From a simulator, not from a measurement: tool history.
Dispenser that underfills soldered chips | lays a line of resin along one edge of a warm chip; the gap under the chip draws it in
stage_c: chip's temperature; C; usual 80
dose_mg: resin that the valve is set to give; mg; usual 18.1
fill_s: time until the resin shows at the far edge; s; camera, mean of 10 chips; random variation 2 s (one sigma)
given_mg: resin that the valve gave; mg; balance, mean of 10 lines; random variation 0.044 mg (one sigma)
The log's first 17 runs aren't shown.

run,hour,stage_c,dose_mg,hours of work since the syringe was changed,hours of work since the valve was cleaned,hours of work since the stage was calibrated,fill_s,given_mg
18,85.5,94,18.1,4,4,130,140,17.97
19,89.9,82,19.8,8,7,134,311.5,19.67
20,94,78,20.3,11,10,137,475.2,20.12
# hour 94.9: new syringe of resin
21,97.6,94,16.1,2,13,140,118.3,15.98
22,103.4,88,17.3,7,17,144,212.6,17.13
23,108.3,93,16.2,10,21,148,223.3,15.92
# hour 110: new syringe of resin
24,114.8,93,16.2,4,26,153,140.6,15.96
25,121.1,93,16.2,9,31,158,197.5,15.94
# hour 125.3: new syringe of resin
26,126.5,80,19,1,35,162,214.5,18.64
27,132.1,71,16.6,5,39,166,461.8,16.24
28,139.1,90,15.8,11,45,171,257.7,15.41
# hour 140.9: new syringe of resin
29,146.3,71,22.9,4,50,177,424.6,22.35
30,150.6,71,22.9,8,53,180,526.5,22.31
31,155.3,75,18.9,11,57,184,552.6,18.36
# hour 156.4: new syringe of resin
32,161.4,71,18.9,4,62,188,419.6,18.37
33,164.6,70,20.5,6,64,191,519.5,19.82
34,168.1,81,20.5,9,67,194,353.8,19.87
# hour 171.6: new syringe of resin
35,174.8,81,20.5,3,72,198,229.3,19.77
36,181.6,80,18.8,8,77,204,344.9,18.05

3 ways to go on from here, each from the tool as it stands after run 36. What would each give?
# hour 186.8: new syringe of resin
A,188.7,71,20.4,1,82,209,?,?
# hour 186.8: new syringe of resin
B,188.7,80,23.1,1,82,209,?,?
# hour 186.8: new syringe of resin
C,188.7,90,15.8,1,82,209,?,?

run,fill_s,given_mg
A,357,19.54
B,223.2,22.21
C,146,15.24
Without the tool's hidden state the same runs would have given:
run,fill_s,given_mg
A,310,20.34
B,194.5,23.11
C,126,15.86
